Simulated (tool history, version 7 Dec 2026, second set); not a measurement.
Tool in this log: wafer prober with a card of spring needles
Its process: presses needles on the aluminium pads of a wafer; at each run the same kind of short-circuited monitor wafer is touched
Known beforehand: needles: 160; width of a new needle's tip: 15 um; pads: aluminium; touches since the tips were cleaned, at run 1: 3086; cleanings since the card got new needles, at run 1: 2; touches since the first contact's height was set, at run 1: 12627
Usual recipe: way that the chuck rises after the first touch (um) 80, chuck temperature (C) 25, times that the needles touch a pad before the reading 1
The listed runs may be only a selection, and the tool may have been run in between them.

run	hour	way that the chuck rises after the first touch (um)	chuck temperature (C)	times that the needles touch a pad before the reading	touches since the tips were cleaned	cleanings since the card got new needles	touches since the first contact's height was set	resistance of one needle with its contact and lead (mohm)	way that a needle slides on the pad (um)
1	0	80	25	1	3086	2	12627	220	16.99
# hour 5.2: tips cleaned on abrasive film
2	6.1	68	25	1	300	3	14482	188	14.41
3	12.6	68	25	1	2303	3	16485	227	14.44
4	17.3	80	25	2	3734	3	17916	208	16.91
# hour 20.2: tips cleaned on abrasive film
5	22.1	80	25	1	606	4	19381	194	16.99
6	28.9	80	25	1	2688	4	21463	213	16.93
# hour 35: tips cleaned on abrasive film
7	38.1	80	25	1	950	5	24254	197	16.86
8	44.3	80	25	1	2880	5	26184	219	16.96
# hour 50: tips cleaned on abrasive film
9	52.3	80	25	1	722	6	28602	191	16.86
10	58.1	80	25	3	2511	6	30391	191	16.9
# hour 65.1: tips cleaned on abrasive film
11	66.1	80	25	3	331	7	32827	178	16.73
12	70.8	80	25	3	1765	7	34261	190	16.85
13	77.2	80	25	3	3733	7	36229	194	16.76
# hour 79.9: tips cleaned on abrasive film
14	83.9	80	25	3	1230	8	38254	185	16.9
15	89.3	80	25	1	2898	8	39922	216	16.78
# hour 94.9: tips cleaned on abrasive film
16	98	75	60	2	957	9	42565	197	15.77
17	103	74	73	2	2498	9	44106	209	15.5
# hour 110.2: tips cleaned on abrasive film
18	111.2	74	81	1	300	10	46590	202	15.5
19	117.7	69	73	3	2312	10	48602	204	14.44
20	123.3	68	28	2	4047	10	50337	223	14.13
# hour 124.9: tips cleaned on abrasive film
21	131.5	80	67	3	2008	11	52806	199	16.72
22	137.6	80	67	3	3914	11	54712	201	16.65
# hour 140.1: tips cleaned on abrasive film
23	147	80	67	3	2112	12	57556	198	16.76
24	151.1	83	54	3	3383	12	58827	196	17.43
# hour 155.6: tips cleaned on abrasive film
25	155.6	92	28	1	19	13	60185	181	19.22

Predict each of these 4 candidate next runs independently; none follows another, all start after run 25:
A	164.8	94	27	2	2837	13	63003	?	?
B	164.8	75	25	2	2837	13	63003	?	?
C	164.8	80	25	2	2837	13	63003	?	?
D	164.8	80	41	3	2837	13	63003	?	?

run	resistance of one needle with its contact and lead (mohm)	way that a needle slides on the pad (um)
A	199	19.59
B	209	15.74
C	200	16.74
D	193	16.65
Had the tool no hidden state, the same runs would have come out as:
run	resistance of one needle with its contact and lead (mohm)	way that a needle slides on the pad (um)
A	176	19.91
B	176	16.07
C	172	17.07
D	175	16.98
